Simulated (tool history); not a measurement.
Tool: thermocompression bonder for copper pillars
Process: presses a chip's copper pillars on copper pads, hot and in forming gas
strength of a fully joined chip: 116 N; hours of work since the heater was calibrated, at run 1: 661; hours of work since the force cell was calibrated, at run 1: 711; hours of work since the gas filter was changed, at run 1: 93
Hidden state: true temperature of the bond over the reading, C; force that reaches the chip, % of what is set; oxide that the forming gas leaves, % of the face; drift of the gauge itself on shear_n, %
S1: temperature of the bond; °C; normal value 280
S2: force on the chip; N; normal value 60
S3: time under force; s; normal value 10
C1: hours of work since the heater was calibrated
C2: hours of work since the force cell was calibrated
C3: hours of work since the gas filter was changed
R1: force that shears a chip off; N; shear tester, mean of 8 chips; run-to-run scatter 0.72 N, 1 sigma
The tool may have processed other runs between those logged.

{"run": 1, "hour": 0.0, "S1": 280, "S2": 60, "S3": 10, "C1": 661, "C2": 711, "C3": 93, "R1": 45.7}
{"run": 2, "hour": 22.6, "S1": 280, "S2": 60, "S3": 10, "C1": 679, "C2": 729, "C3": 110, "R1": 45.5}
{"run": 3, "hour": 54.8, "S1": 280, "S2": 60, "S3": 10, "C1": 704, "C2": 754, "C3": 135, "R1": 46.1}
{"run": 4, "hour": 85.7, "S1": 280, "S2": 60, "S3": 10, "C1": 728, "C2": 778, "C3": 159, "R1": 43.9}
{"run": 5, "hour": 131.1, "S1": 280, "S2": 60, "S3": 10, "C1": 763, "C2": 813, "C3": 195, "R1": 44.5}
{"run": 6, "hour": 171.6, "S1": 280, "S2": 63, "S3": 10, "C1": 794, "C2": 844, "C3": 226, "R1": 45.9}
{"run": 7, "hour": 194.9, "S1": 280, "S2": 63, "S3": 10, "C1": 812, "C2": 862, "C3": 244, "R1": 45.3}
{"run": 8, "hour": 233.7, "S1": 280, "S2": 63, "S3": 10, "C1": 843, "C2": 892, "C3": 274, "R1": 44.4}
{"run": 9, "hour": 277.8, "S1": 280, "S2": 63, "S3": 10, "C1": 877, "C2": 927, "C3": 308, "R1": 42.9}
{"run": 10, "hour": 308.2, "S1": 300, "S2": 60, "S3": 10, "C1": 900, "C2": 950, "C3": 332, "R1": 55.1}
{"run": 11, "hour": 356.3, "S1": 300, "S2": 60, "S3": 10, "C1": 938, "C2": 987, "C3": 369, "R1": 54.3}
{"run": 12, "hour": 379.9, "S1": 280, "S2": 60, "S3": 10, "C1": 956, "C2": 1006, "C3": 387, "R1": 40.7}
{"run": 13, "hour": 414.2, "S1": 280, "S2": 60, "S3": 10, "C1": 983, "C2": 1032, "C3": 414, "R1": 40.3}
{"run": 14, "hour": 443.7, "S1": 273, "S2": 60, "S3": 10, "C1": 1005, "C2": 1055, "C3": 437, "R1": 35.2}
{"hour": 457.6, "done": "forming gas filter changed"}
{"run": 15, "hour": 486.9, "S1": 273, "S2": 60, "S3": 10, "C1": 1038, "C2": 1088, "C3": 23, "R1": 38.3}
{"run": 16, "hour": 514.7, "S1": 273, "S2": 60, "S3": 10, "C1": 1060, "C2": 1110, "C3": 44, "R1": 38.9}
{"run": 17, "hour": 551.4, "S1": 273, "S2": 60, "S3": 10, "C1": 1089, "C2": 1138, "C3": 73, "R1": 38.3}
{"run": 18, "hour": 588.5, "S1": 280, "S2": 60, "S3": 10, "C1": 1117, "C2": 1167, "C3": 102, "R1": 42.6}
{"run": 19, "hour": 625.2, "S1": 280, "S2": 60, "S3": 10, "C1": 1146, "C2": 1196, "C3": 130, "R1": 42.1}
{"run": 20, "hour": 666.5, "S1": 263, "S2": 60, "S3": 10, "C1": 1178, "C2": 1228, "C3": 162, "R1": 30.8}
{"run": 21, "hour": 699.3, "S1": 276, "S2": 57, "S3": 17, "C1": 1203, "C2": 1253, "C3": 187, "R1": 44.1}
{"run": 22, "hour": 733.1, "S1": 265, "S2": 71, "S3": 10, "C1": 1229, "C2": 1279, "C3": 214, "R1": 37.9}
{"run": 23, "hour": 768.0, "S1": 265, "S2": 85, "S3": 8, "C1": 1256, "C2": 1306, "C3": 241, "R1": 39.7}
{"run": 24, "hour": 811.2, "S1": 265, "S2": 85, "S3": 8, "C1": 1290, "C2": 1340, "C3": 274, "R1": 40.1}
{"run": 25, "hour": 854.3, "S1": 261, "S2": 86, "S3": 10, "C1": 1323, "C2": 1373, "C3": 308, "R1": 40.0}
{"run": 26, "hour": 877.1, "S1": 261, "S2": 86, "S3": 10, "C1": 1341, "C2": 1391, "C3": 325, "R1": 40.4}
{"run": 27, "hour": 901.8, "S1": 284, "S2": 68, "S3": 5, "C1": 1360, "C2": 1410, "C3": 344, "R1": 36.2}
{"run": 28, "hour": 935.2, "S1": 280, "S2": 63, "S3": 11, "C1": 1386, "C2": 1436, "C3": 370, "R1": 41.7}
{"run": 29, "hour": 975.5, "S1": 280, "S2": 46, "S3": 11, "C1": 1417, "C2": 1467, "C3": 402, "R1": 28.8}
{"run": 30, "hour": 1022.4, "S1": 280, "S2": 43, "S3": 10, "C1": 1454, "C2": 1504, "C3": 438, "R1": 26.4}
{"hour": 1034.9, "done": "forming gas filter changed"}
{"run": 31, "hour": 1065.7, "S1": 280, "S2": 43, "S3": 10, "C1": 1487, "C2": 1537, "C3": 24, "R1": 28.2}
{"run": 32, "hour": 1104.3, "S1": 280, "S2": 62, "S3": 12, "C1": 1517, "C2": 1567, "C3": 54, "R1": 45.2}
{"run": 33, "hour": 1136.5, "S1": 280, "S2": 62, "S3": 12, "C1": 1542, "C2": 1592, "C3": 79, "R1": 44.0}
{"run": 34, "hour": 1158.3, "S1": 279, "S2": 77, "S3": 15, "C1": 1559, "C2": 1609, "C3": 96, "R1": 57.3}
{"run": 35, "hour": 1204.1, "S1": 279, "S2": 77, "S3": 15, "C1": 1594, "C2": 1644, "C3": 131, "R1": 57.1}
{"run": 36, "hour": 1230.8, "S1": 259, "S2": 77, "S3": 15, "C1": 1615, "C2": 1665, "C3": 152, "R1": 40.6}
{"run": 37, "hour": 1269.9, "S1": 259, "S2": 77, "S3": 17, "C1": 1645, "C2": 1695, "C3": 182, "R1": 41.4}
{"hour": 1299.1, "done": "force cell calibrated"}
{"run": 38, "hour": 1305.4, "S1": 280, "S2": 45, "S3": 20, "C1": 1672, "C2": 5, "C3": 209, "R1": 41.2}
{"run": 39, "hour": 1348.6, "S1": 280, "S2": 45, "S3": 20, "C1": 1705, "C2": 38, "C3": 242, "R1": 41.0}

Forecast each of these 5 alternatives for the next run:
{"run": "A", "hour": 1378.8, "S1": 269, "S2": 73, "S3": 22, "C1": 1729, "C2": 62, "C3": 266, "R1": "?"}
{"run": "B", "hour": 1378.8, "S1": 290, "S2": 62, "S3": 8, "C1": 1729, "C2": 62, "C3": 266, "R1": "?"}
{"run": "C", "hour": 1378.8, "S1": 280, "S2": 71, "S3": 20, "C1": 1729, "C2": 62, "C3": 266, "R1": "?"}
{"run": "D", "hour": 1378.8, "S1": 256, "S2": 48, "S3": 27, "C1": 1729, "C2": 62, "C3": 266, "R1": "?"}
{"run": "E", "hour": 1378.8, "S1": 280, "S2": 49, "S3": 9, "C1": 1729, "C2": 62, "C3": 266, "R1": "?"}

run=A R1=53.9
run=B R1=45.8
run=C R1=60.7
run=D R1=31.5
run=E R1=32.1
Take away the tool's hidden state, keep each run's random variation, and the runs would have read:
run=A R1=67.4
run=B R1=57.5
run=C R1=74.5
run=D R1=41.3
run=E R1=41.4
